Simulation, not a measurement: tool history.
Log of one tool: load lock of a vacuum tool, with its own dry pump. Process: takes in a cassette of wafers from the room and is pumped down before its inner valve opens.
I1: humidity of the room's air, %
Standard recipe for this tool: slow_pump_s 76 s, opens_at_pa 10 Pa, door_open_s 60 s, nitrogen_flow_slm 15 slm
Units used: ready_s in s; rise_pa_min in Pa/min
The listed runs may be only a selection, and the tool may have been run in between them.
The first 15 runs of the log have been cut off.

run 16 day=291.879 | slow_pump_s=76 opens_at_pa=10 door_open_s=60 nitrogen_flow_slm=15 | I1=46.1 | ready_s=175.5 rise_pa_min=0.110
run 17 day=310.979 | slow_pump_s=76 opens_at_pa=10 door_open_s=60 nitrogen_flow_slm=15 | I1=44.7 | ready_s=175.8 rise_pa_min=0.108
run 18 day=326.046 | slow_pump_s=76 opens_at_pa=12 door_open_s=177 nitrogen_flow_slm=15 | I1=45.6 | ready_s=175.1 rise_pa_min=0.124
run 19 day=341.708 | slow_pump_s=76 opens_at_pa=12 door_open_s=177 nitrogen_flow_slm=5 | I1=43.5 | ready_s=175.2 rise_pa_min=0.147
run 20 day=356.812 | slow_pump_s=76 opens_at_pa=12 door_open_s=177 nitrogen_flow_slm=5 | I1=43.4 | ready_s=174.4 rise_pa_min=0.149
run 21 day=375.250 | slow_pump_s=100 opens_at_pa=18 door_open_s=177 nitrogen_flow_slm=37 | I1=44.1 | ready_s=188.1 rise_pa_min=0.118
run 22 day=400.496 | slow_pump_s=62 opens_at_pa=16 door_open_s=60 nitrogen_flow_slm=5 | I1=44.9 | ready_s=162.7 rise_pa_min=0.144
run 23 day=414.446 | slow_pump_s=62 opens_at_pa=16 door_open_s=60 nitrogen_flow_slm=5 | I1=41.2 | ready_s=164.9 rise_pa_min=0.138
run 24 day=429.121 | slow_pump_s=62 opens_at_pa=16 door_open_s=102 nitrogen_flow_slm=9 | I1=43.6 | ready_s=165.6 rise_pa_min=0.140
run 25 day=450.754 | slow_pump_s=127 opens_at_pa=10 door_open_s=115 nitrogen_flow_slm=4 | I1=42.3 | ready_s=215.6 rise_pa_min=0.152
run 26 day=477.183 | slow_pump_s=57 opens_at_pa=10 door_open_s=34 nitrogen_flow_slm=4 | I1=44.0 | ready_s=168.6 rise_pa_min=0.152
run 27 day=490.729 | slow_pump_s=57 opens_at_pa=10 door_open_s=34 nitrogen_flow_slm=4 | I1=45.9 | ready_s=171.6 rise_pa_min=0.148
run 28 day=519.558 | slow_pump_s=57 opens_at_pa=10 door_open_s=34 nitrogen_flow_slm=4 | I1=46.8 | ready_s=172.9 rise_pa_min=0.159
run 29 day=545.821 | slow_pump_s=43 opens_at_pa=15 door_open_s=78 nitrogen_flow_slm=10 | I1=44.1 | ready_s=157.4 rise_pa_min=0.155
run 30 day=568.150 | slow_pump_s=109 opens_at_pa=15 door_open_s=63 nitrogen_flow_slm=31 | I1=45.3 | ready_s=201.2 rise_pa_min=0.149
run 31 day=593.000 | slow_pump_s=43 opens_at_pa=10 door_open_s=71 nitrogen_flow_slm=8 | I1=43.2 | ready_s=165.9 rise_pa_min=0.172
run 32 day=613.529 | slow_pump_s=43 opens_at_pa=16 door_open_s=71 nitrogen_flow_slm=21 | I1=46.2 | ready_s=158.3 rise_pa_min=0.161
run 33 day=642.400 | slow_pump_s=76 opens_at_pa=7 door_open_s=60 nitrogen_flow_slm=15 | I1=43.9 | ready_s=197.4 rise_pa_min=0.172
-- day=653.908 dry pump taken out, an overhauled one fitted
run 34 day=664.542 | slow_pump_s=53 opens_at_pa=16 door_open_s=115 nitrogen_flow_slm=28 | I1=46.0 | ready_s=142.3 rise_pa_min=0.168

Consider 4 possible next runs. They are alternatives, not a sequence: every one starts from the tool as it was left by run 34. What does each give?
run A day=691.646 | slow_pump_s=76 opens_at_pa=10 door_open_s=148 nitrogen_flow_slm=15 | I1=41.9 | ready_s=? rise_pa_min=?
run B day=691.646 | slow_pump_s=76 opens_at_pa=10 door_open_s=60 nitrogen_flow_slm=7 | I1=44.0 | ready_s=? rise_pa_min=?
run C day=691.646 | slow_pump_s=76 opens_at_pa=17 door_open_s=60 nitrogen_flow_slm=44 | I1=42.7 | ready_s=? rise_pa_min=?
run D day=691.646 | slow_pump_s=53 opens_at_pa=10 door_open_s=190 nitrogen_flow_slm=16 | I1=45.3 | ready_s=? rise_pa_min=?

run=A ready_s=166.2 rise_pa_min=0.182
run=B ready_s=166.9 rise_pa_min=0.198
run=C ready_s=158.1 rise_pa_min=0.169
run=D ready_s=151.2 rise_pa_min=0.190
Without the tool's hidden state the same runs would have given:
run=A ready_s=166.4 rise_pa_min=0.019
run=B ready_s=167.2 rise_pa_min=0.034
run=C ready_s=158.3 rise_pa_min=0.010
run=D ready_s=151.4 rise_pa_min=0.029
